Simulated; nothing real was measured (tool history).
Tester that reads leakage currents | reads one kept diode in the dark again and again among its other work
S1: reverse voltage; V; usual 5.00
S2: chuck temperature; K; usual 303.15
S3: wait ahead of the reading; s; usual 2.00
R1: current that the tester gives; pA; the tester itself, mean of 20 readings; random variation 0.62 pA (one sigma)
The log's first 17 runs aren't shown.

run     day     S1      S2    S3       R1
 18  28.796   5.00  310.15  2.00   423.22
 19  30.554   5.00  303.15  2.00   227.06
 20  32.225   5.00  303.15  2.00   229.40
 21  33.729   1.01  303.15  0.40   134.78
 22  35.221   2.57  330.15  2.52  1807.45
 23  36.808   1.44  330.15  1.70  1496.97
 24  38.308   1.44  330.15  1.70  1504.16
 25  39.671   1.44  330.15  1.70  1515.49
 26  41.329   1.08  303.15  2.00   140.94
 27  43.050   5.00  303.15  2.69   235.43
 28  45.204   1.67  303.15  1.28   165.64
 29  47.212   1.67  303.15  1.28   167.31
 30  49.208   2.13  322.15  2.87   930.67
 31  50.946  11.56  294.15  0.71   142.18
 32  52.438  11.56  294.15  0.71   143.03
 33  53.783  11.56  294.15  0.71   143.85
 34  55.421   3.86  303.15  2.00   226.25

Forecast run 35:
 35  56.812  11.67  322.15  0.97   ?

{"run 35": {"R1": 1685.42}}
Without the tool's hidden state the same run would have given R1 1438.91 pA.
